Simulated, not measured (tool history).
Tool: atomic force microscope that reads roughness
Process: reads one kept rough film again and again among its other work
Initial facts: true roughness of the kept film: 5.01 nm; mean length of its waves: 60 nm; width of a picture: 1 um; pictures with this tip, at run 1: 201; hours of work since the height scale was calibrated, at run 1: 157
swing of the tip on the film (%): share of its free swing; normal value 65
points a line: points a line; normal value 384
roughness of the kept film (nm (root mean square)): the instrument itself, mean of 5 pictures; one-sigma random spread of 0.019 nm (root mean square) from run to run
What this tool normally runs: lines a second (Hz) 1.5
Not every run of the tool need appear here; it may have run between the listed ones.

run	hour	lines a second (Hz)	swing of the tip on the film (%)	points a line	pictures with this tip	hours of work since the height scale was calibrated	roughness of the kept film (nm (root mean square))
1	0	1.5	65	384	201	157	4.535
2	30.7	1.5	57	384	226	171	4.586
3	89.7	1.5	57	384	275	199	4.568
4	136.3	1.5	57	384	314	220	4.494
# hour 159.4: new tip fitted
5	194	1.5	57	384	28	246	4.728
6	252.4	1.5	57	384	77	273	4.688
7	282.6	1.5	57	384	102	287	4.653
8	311.7	1.5	58	384	126	300	4.661
9	338.4	1.5	58	384	148	312	4.63
10	386.6	1.5	65	384	188	335	4.56
11	425.4	1.5	65	384	221	352	4.524
12	475.7	1.5	65	384	262	376	4.499
13	527.4	0.53	87	384	305	399	4.44
14	560.1	0.53	87	986	332	414	4.448
# hour 566: new tip fitted
15	614.7	0.51	65	384	40	439	4.716
16	648.6	0.51	65	384	69	455	4.698
17	685.1	0.51	65	480	99	471	4.658
18	727.6	0.51	65	480	134	491	4.647
19	780.7	2.91	78	906	178	515	4.289
20	840.4	1.49	74	515	228	543	4.455

For some of the steps in roughness of the kept film (nm (root mean square)) from one run to the next: how much would appear even if the tool had no hidden state, given the settings, what came in and random variation, and how much remains for the hidden state plus any gauge scatter that the measured result and the result without hidden state don't share?
The tool's hidden condition here consists of: radius of the tip, nm; height scale over the true one, %; drift of the gauge itself on roughness_nm, %.
Run 4 -> 5: new tip fitted. roughness of the kept film (nm (root mean square)) +0.234: hidden state +0.203, all else +0.031.
Run 14 -> 15: lines a second (Hz) 0.53 -> 0.51, swing of the tip on the film (%) 87 -> 65, points a line 986 -> 384, new tip fitted. roughness of the kept film (nm (root mean square)) +0.268: hidden state +0.208, all else +0.06.
Run 18 -> 19: lines a second (Hz) 0.51 -> 2.91, swing of the tip on the film (%) 65 -> 78, points a line 480 -> 906. roughness of the kept film (nm (root mean square)) -0.358: hidden state -0.02, all else -0.338.
